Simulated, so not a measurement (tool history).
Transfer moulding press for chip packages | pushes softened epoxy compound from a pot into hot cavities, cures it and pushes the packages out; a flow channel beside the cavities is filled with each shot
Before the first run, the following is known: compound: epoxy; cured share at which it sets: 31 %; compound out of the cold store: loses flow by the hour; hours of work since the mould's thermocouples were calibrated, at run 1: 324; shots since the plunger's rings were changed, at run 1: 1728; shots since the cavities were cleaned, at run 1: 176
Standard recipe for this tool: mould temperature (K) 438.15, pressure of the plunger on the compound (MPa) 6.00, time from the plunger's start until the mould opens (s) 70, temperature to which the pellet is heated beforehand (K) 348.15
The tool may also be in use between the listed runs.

run	day	mould temperature (K)	pressure of the plunger on the compound (MPa)	time from the plunger's start until the mould opens (s)	temperature to which the pellet is heated beforehand (K)	hours of work since the mould's thermocouples were calibrated	shots since the plunger's rings were changed	shots since the cavities were cleaned	incoming compound's hours out of the cold store	length that the compound runs in the flow channel (mm)	greatest force on the pins that push the packages out (N)
1	0.000	438.15	6.00	70	348.15	324	1728	176	44.0	509	289
# day 1.888: cavities cleaned with cleaning compound and waxed
2	3.754	438.15	6.00	70	348.15	386	3101	694	32.0	534	516
# day 4.229: cavities cleaned with cleaning compound and waxed
# day 6.538: cavities cleaned with cleaning compound and waxed
3	6.538	438.15	6.00	77	348.15	431	4089	0	9.1	605	209
# day 7.942: plunger's sealing rings changed
# day 9.096: cavities cleaned with cleaning compound and waxed
4	9.983	434.15	6.00	77	348.15	486	735	330	23.7	603	395
# day 11.258: mould's thermocouples calibrated
# day 11.562: cavities cleaned with cleaning compound and waxed
5	11.638	434.15	6.00	77	348.15	5	1295	26	23.7	595	245
# day 13.717: cavities cleaned with cleaning compound and waxed
6	14.317	434.15	6.00	77	348.15	49	2269	224	19.3	594	352
# day 15.888: cavities cleaned with cleaning compound and waxed
7	17.517	438.15	5.53	70	348.15	102	3435	605	19.5	544	422
# day 18.062: cavities cleaned with cleaning compound and waxed
# day 19.133: cavities cleaned with cleaning compound and waxed, once more
8	19.358	438.15	5.53	70	348.15	131	4073	84	33.0	498	268
# day 20.917: plunger's sealing rings changed
# day 21.471: cavities cleaned with cleaning compound and waxed
9	22.304	438.15	6.00	70	348.15	178	492	309	43.5	527	341
# day 23.671: cavities cleaned with cleaning compound and waxed
10	23.967	438.15	6.00	70	348.15	205	1087	109	8.7	641	289
# day 25.933: cavities cleaned with cleaning compound and waxed
11	26.254	438.15	6.00	70	348.15	242	1915	119	21.2	583	272
# day 28.275: cavities cleaned with cleaning compound and waxed
12	29.204	438.15	6.00	70	348.15	291	2988	346	10.2	616	379
# day 30.596: cavities cleaned with cleaning compound and waxed
13	32.117	438.15	6.11	70	348.15	339	4047	565	28.5	546	394
# day 32.892: cavities cleaned with cleaning compound and waxed
# day 33.717: plunger's sealing rings changed
# day 35.175: cavities cleaned with cleaning compound and waxed
14	35.862	438.15	6.11	70	348.15	398	773	255	25.5	593	323
# day 37.392: cavities cleaned with cleaning compound and waxed
15	38.888	438.15	6.00	72	343.15	448	1875	555	31.6	555	393
# day 39.658: cavities cleaned with cleaning compound and waxed
# day 41.962: cavities cleaned with cleaning compound and waxed
# day 42.396: mould's thermocouples calibrated
16	42.454	438.15	6.00	70	352.15	1	3124	153	47.4	485	295
# day 44.329: cavities cleaned with cleaning compound and waxed
17	44.421	438.15	6.00	70	352.15	33	3831	34	10.9	601	254
# day 46.504: plunger's sealing rings changed
# day 46.758: cavities cleaned with cleaning compound and waxed
18	46.858	438.15	6.00	70	352.15	71	109	38	33.0	569	237
# day 48.925: cavities cleaned with cleaning compound and waxed
19	49.938	438.15	6.00	70	347.15	122	1229	375	11.0	634	368

Estimate the outcome of run 20 from the log above:
# day 51.092: cavities cleaned with cleaning compound and waxed
20	52.529	438.15	6.00	70	347.15	165	2169	534	19.4	?	?

{"run 20": {"length that the compound runs in the flow channel (mm)": 591, "greatest force on the pins that push the packages out (N)": 394}}
Take away the tool's hidden state, keep the run-to-run variation as it was, and the same run would have given length that the compound runs in the flow channel (mm) 619, greatest force on the pins that push the packages out (N) 218.
